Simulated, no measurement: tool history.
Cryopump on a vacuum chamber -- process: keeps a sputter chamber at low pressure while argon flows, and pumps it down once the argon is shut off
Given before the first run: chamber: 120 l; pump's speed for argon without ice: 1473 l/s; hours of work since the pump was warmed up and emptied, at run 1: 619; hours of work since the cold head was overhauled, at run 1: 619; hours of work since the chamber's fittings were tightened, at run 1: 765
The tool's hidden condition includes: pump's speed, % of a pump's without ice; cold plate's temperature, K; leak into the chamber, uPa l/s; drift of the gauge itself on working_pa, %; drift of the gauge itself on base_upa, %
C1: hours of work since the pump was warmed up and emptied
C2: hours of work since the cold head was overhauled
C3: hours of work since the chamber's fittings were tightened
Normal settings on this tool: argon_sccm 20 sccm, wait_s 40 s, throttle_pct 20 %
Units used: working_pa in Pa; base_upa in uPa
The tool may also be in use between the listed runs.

Run 1, hour 0: usual settings; C1 619; C2 619; C3 765. Result: working_pa 0.1184 Pa, base_upa 1.61 uPa.
Run 2, hour 18: usual settings; C1 629; C2 629; C3 775. Result: working_pa 0.1173 Pa, base_upa 1.59 uPa.
Run 3, hour 35.8: usual settings; C1 639; C2 639; C3 784. Result: working_pa 0.1178 Pa, base_upa 1.56 uPa.
Run 4, hour 69.5: usual settings; C1 657; C2 657; C3 803. Result: working_pa 0.118 Pa, base_upa 1.67 uPa.
Run 5, hour 93.2: usual settings but throttle_pct 34 %; C1 670; C2 670; C3 816. Result: working_pa 0.0718 Pa, base_upa 1.59 uPa.
Run 6, hour 110.9: usual settings but throttle_pct 34 %; C1 680; C2 680; C3 825. Result: working_pa 0.0716 Pa, base_upa 1.63 uPa.
Run 7, hour 145.2: usual settings but throttle_pct 19 %; C1 698; C2 698; C3 844. Result: working_pa 0.1253 Pa, base_upa 1.69 uPa.
Run 8, hour 175.5: usual settings but throttle_pct 19 %; C1 715; C2 715; C3 860. Result: working_pa 0.1251 Pa, base_upa 1.72 uPa.
Run 9, hour 196.7: usual settings but throttle_pct 19 %; C1 726; C2 726; C3 872. Result: working_pa 0.1252 Pa, base_upa 1.68 uPa.
Run 10, hour 211.2: usual settings but throttle_pct 19 %; C1 734; C2 734; C3 880. Result: working_pa 0.1242 Pa, base_upa 1.7 uPa.
Run 11, hour 237: usual settings but throttle_pct 19 %; C1 748; C2 748; C3 894. Result: working_pa 0.1252 Pa, base_upa 1.75 uPa.
Run 12, hour 265.2: usual settings but throttle_pct 19 %; C1 764; C2 764; C3 909. Result: working_pa 0.1249 Pa, base_upa 1.76 uPa.
Run 13, hour 286.6: usual settings but throttle_pct 19 %; C1 775; C2 775; C3 921. Result: working_pa 0.126 Pa, base_upa 1.72 uPa.
Run 14, hour 307.7: usual settings but argon_sccm 12 sccm; C1 787; C2 787; C3 932. Result: working_pa 0.0702 Pa, base_upa 1.8 uPa.
Run 15, hour 340.9: usual settings but argon_sccm 12 sccm; C1 805; C2 805; C3 951. Result: working_pa 0.0717 Pa, base_upa 1.78 uPa.
Run 16, hour 359.9: usual settings but argon_sccm 12 sccm; C1 815; C2 815; C3 961. Result: working_pa 0.0721 Pa, base_upa 1.8 uPa.
Run 17, hour 376: usual settings; C1 824; C2 824; C3 970. Result: working_pa 0.1195 Pa, base_upa 1.74 uPa.
Run 18, hour 400.7: usual settings but argon_sccm 10 sccm, wait_s 254 s, throttle_pct 21 %; C1 838; C2 838; C3 983. Result: working_pa 0.0572 Pa, base_upa 1.09 uPa.
Run 19, hour 417.3: usual settings but argon_sccm 9 sccm, wait_s 115 s, throttle_pct 57 %; C1 847; C2 847; C3 992. Result: working_pa 0.02 Pa, base_upa 1.3 uPa.
Run 20, hour 438.4: usual settings but argon_sccm 9 sccm, wait_s 115 s, throttle_pct 57 %; C1 858; C2 858; C3 1004. Result: working_pa 0.0199 Pa, base_upa 1.28 uPa.
Run 21, hour 463.2: usual settings but argon_sccm 9 sccm, wait_s 115 s, throttle_pct 57 %; C1 872; C2 872; C3 1017. Result: working_pa 0.0202 Pa, base_upa 1.31 uPa.
Run 22, hour 478: usual settings but argon_sccm 10 sccm, wait_s 115 s, throttle_pct 57 %; C1 880; C2 880; C3 1025. Result: working_pa 0.0224 Pa, base_upa 1.31 uPa.
Run 23, hour 500.3: usual settings but argon_sccm 39 sccm, wait_s 71 s, throttle_pct 53 %; C1 892; C2 892; C3 1037. Result: working_pa 0.0939 Pa, base_upa 1.52 uPa.
Run 24, hour 526.1: usual settings but argon_sccm 39 sccm, wait_s 71 s, throttle_pct 53 %; C1 906; C2 906; C3 1051. Result: working_pa 0.0951 Pa, base_upa 1.53 uPa.
Run 25, hour 556.5: usual settings but argon_sccm 21 sccm, wait_s 160 s, throttle_pct 53 %; C1 922; C2 922; C3 1068. Result: working_pa 0.0506 Pa, base_upa 1.37 uPa.
Run 26, hour 578.6: usual settings but argon_sccm 9 sccm, throttle_pct 29 %; C1 934; C2 934; C3 1080. Result: working_pa 0.038 Pa, base_upa 1.95 uPa.
Run 27, hour 602.9: usual settings but argon_sccm 9 sccm, wait_s 85 s, throttle_pct 50 %; C1 948; C2 948; C3 1093. Result: working_pa 0.023 Pa, base_upa 1.42 uPa.
Run 28, hour 618.8: usual settings but argon_sccm 15 sccm, wait_s 159 s, throttle_pct 24 %; C1 956; C2 956; C3 1102. Result: working_pa 0.0757 Pa, base_upa 1.34 uPa.
Run 29, hour 647.1: usual settings but argon_sccm 15 sccm, wait_s 159 s, throttle_pct 24 %; C1 972; C2 972; C3 1117. Result: working_pa 0.0769 Pa, base_upa 1.32 uPa.
Run 30, hour 669.5: usual settings but argon_sccm 15 sccm, wait_s 55 s, throttle_pct 19 %; C1 984; C2 984; C3 1130. Result: working_pa 0.0953 Pa, base_upa 1.69 uPa.
Run 31, hour 698.1: usual settings but argon_sccm 16 sccm, wait_s 22 s, throttle_pct 22 %; C1 999; C2 999; C3 1145. Result: working_pa 0.0882 Pa, base_upa 2.66 uPa.
Run 32, hour 713.6: usual settings but argon_sccm 16 sccm, wait_s 22 s, throttle_pct 22 %; C1 1008; C2 1008; C3 1154. Result: working_pa 0.0876 Pa, base_upa 2.59 uPa.
Run 33, hour 728.4: usual settings but argon_sccm 11 sccm, throttle_pct 27 %; C1 1016; C2 1016; C3 1162. Result: working_pa 0.0502 Pa, base_upa 2.02 uPa.

For each run, the measured value with the value that run would have given without the tool's hidden condition subtracted. The run-to-run variation is shared by both, the gauge scatter possibly not:
run  working_pa  base_upa
  1     +0.0036     +0.61
  2     +0.0037      +0.6
  3     +0.0037     +0.61
  4     +0.0038     +0.66
  5     +0.0039     +0.63
  6      +0.004     +0.67
  7     +0.0041     +0.68
  8     +0.0042      +0.7
  9     +0.0043      +0.7
 10     +0.0044      +0.7
 11     +0.0045     +0.74
 12     +0.0046     +0.76
 13     +0.0047     +0.75
 14     +0.0028     +0.76
 15     +0.0029     +0.79
 16      +0.003     +0.81
 17      +0.005      +0.8
 18     +0.0025     +0.79
 19     +0.0024     +0.84
 20     +0.0023     +0.82
 21     +0.0025     +0.86
 22     +0.0027     +0.86
 23     +0.0107     +0.88
 24      +0.011      +0.9
 25      +0.006     +0.92
 26     +0.0027     +0.94
 27     +0.0027     +0.91
 28     +0.0045     +0.94
 29     +0.0047     +0.95
 30     +0.0047     +0.95
 31     +0.0051        +1
 32     +0.0051     +0.99
 33     +0.0036     +1.01
